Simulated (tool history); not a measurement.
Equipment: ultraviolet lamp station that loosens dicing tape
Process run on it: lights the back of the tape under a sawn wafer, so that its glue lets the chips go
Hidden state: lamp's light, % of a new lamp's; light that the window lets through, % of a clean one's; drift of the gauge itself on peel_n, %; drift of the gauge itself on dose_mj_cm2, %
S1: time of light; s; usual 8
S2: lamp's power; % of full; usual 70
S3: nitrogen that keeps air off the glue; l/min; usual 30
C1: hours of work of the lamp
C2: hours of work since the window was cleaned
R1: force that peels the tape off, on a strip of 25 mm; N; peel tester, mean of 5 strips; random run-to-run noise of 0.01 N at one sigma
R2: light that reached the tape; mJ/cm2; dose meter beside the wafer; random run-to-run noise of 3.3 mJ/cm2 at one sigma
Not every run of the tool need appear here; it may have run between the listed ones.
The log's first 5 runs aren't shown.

{"run": 6, "hour": 61.1, "S1": 8, "S2": 69, "S3": 30, "C1": 390, "C2": 34, "R1": 0.662, "R2": 439}
{"run": 7, "hour": 79.1, "S1": 8, "S2": 69, "S3": 30, "C1": 401, "C2": 45, "R1": 0.707, "R2": 438}
{"run": 8, "hour": 90.0, "S1": 8, "S2": 69, "S3": 30, "C1": 409, "C2": 53, "R1": 0.681, "R2": 439}
{"run": 9, "hour": 105.0, "S1": 8, "S2": 69, "S3": 30, "C1": 418, "C2": 62, "R1": 0.723, "R2": 437}
{"run": 10, "hour": 115.9, "S1": 8, "S2": 70, "S3": 35, "C1": 425, "C2": 70, "R1": 0.584, "R2": 441}
{"run": 11, "hour": 135.2, "S1": 8, "S2": 70, "S3": 30, "C1": 438, "C2": 82, "R1": 0.662, "R2": 437}
{"run": 12, "hour": 154.8, "S1": 8, "S2": 70, "S3": 30, "C1": 451, "C2": 95, "R1": 0.706, "R2": 438}
{"run": 13, "hour": 176.7, "S1": 8, "S2": 70, "S3": 30, "C1": 465, "C2": 109, "R1": 0.683, "R2": 427}
{"run": 14, "hour": 192.9, "S1": 8, "S2": 70, "S3": 30, "C1": 476, "C2": 120, "R1": 0.712, "R2": 431}
{"run": 15, "hour": 210.5, "S1": 8, "S2": 70, "S3": 30, "C1": 487, "C2": 132, "R1": 0.738, "R2": 425}
{"run": 16, "hour": 226.9, "S1": 8, "S2": 61, "S3": 30, "C1": 498, "C2": 142, "R1": 0.984, "R2": 369}
{"run": 17, "hour": 247.5, "S1": 8, "S2": 62, "S3": 30, "C1": 512, "C2": 156, "R1": 0.962, "R2": 372}
{"run": 18, "hour": 265.4, "S1": 8, "S2": 62, "S3": 30, "C1": 523, "C2": 167, "R1": 0.999, "R2": 371}
{"run": 19, "hour": 286.1, "S1": 8, "S2": 62, "S3": 30, "C1": 537, "C2": 181, "R1": 0.994, "R2": 372}
{"run": 20, "hour": 307.5, "S1": 8, "S2": 62, "S3": 30, "C1": 551, "C2": 195, "R1": 1.002, "R2": 365}
{"run": 21, "hour": 327.9, "S1": 8, "S2": 70, "S3": 30, "C1": 564, "C2": 208, "R1": 0.81, "R2": 407}
{"run": 22, "hour": 345.7, "S1": 8, "S2": 70, "S3": 30, "C1": 576, "C2": 220, "R1": 0.789, "R2": 406}
{"run": 23, "hour": 364.4, "S1": 8, "S2": 70, "S3": 30, "C1": 588, "C2": 232, "R1": 0.808, "R2": 410}
{"run": 24, "hour": 381.7, "S1": 8, "S2": 70, "S3": 30, "C1": 600, "C2": 244, "R1": 0.834, "R2": 399}
{"run": 25, "hour": 391.5, "S1": 8, "S2": 70, "S3": 12, "C1": 606, "C2": 250, "R1": 1.552, "R2": 397}

What does the tool deliver on the next run?
{"run": 26, "hour": 409.2, "S1": 7, "S2": 70, "S3": 26, "C1": 618, "C2": 262, "R1": "?", "R2": "?"}

{"run 26": {"R1": 1.207, "R2": 347}}
Minus the tool's unlogged condition, the same run would have read R1 0.710 N, R2 449 mJ/cm2.
